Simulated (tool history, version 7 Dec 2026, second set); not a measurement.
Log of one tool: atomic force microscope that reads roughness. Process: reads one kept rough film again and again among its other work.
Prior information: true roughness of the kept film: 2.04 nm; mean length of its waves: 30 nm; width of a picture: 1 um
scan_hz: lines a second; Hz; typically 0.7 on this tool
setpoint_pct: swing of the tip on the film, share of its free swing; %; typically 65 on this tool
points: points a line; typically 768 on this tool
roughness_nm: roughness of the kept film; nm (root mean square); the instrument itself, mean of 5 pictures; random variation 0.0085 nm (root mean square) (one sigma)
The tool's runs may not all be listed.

run    day  scan_hz  setpoint_pct  points  roughness_nm
  1      0      0.7            65     768          1.68
  2    0.4      0.7            65     768          1.65
     0.771  -- new tip fitted
  3  1.162      0.7            65     768         1.801
  4  1.742      0.7            65     768         1.757
  5  2.175      0.7            65     768         1.721
  6  2.854      0.7            65     768         1.662
     3.683  -- new tip fitted
  7  3.683      0.7            65     768         1.839
  8  4.433      0.7            65     768         1.778
  9  4.883    0.971            65     381         1.712
     4.962  -- height scale calibrated on a step standard
 10  5.721    1.157            87     796         1.497
 11  6.246    1.157            87     796         1.466
     6.629  -- new tip fitted
 12  6.921    1.157            74     820         1.727
     7.525  -- height scale calibrated on a step standard, once more
 13  7.712    1.157            74     820         1.681

Forecast run 14:
 14  8.517    1.026            89     820             ?

roughness_nm: 1.507 nm (root mean square)
The same run, on a tool lacking any hidden state, would have yielded roughness_nm 1.655 nm (root mean square).
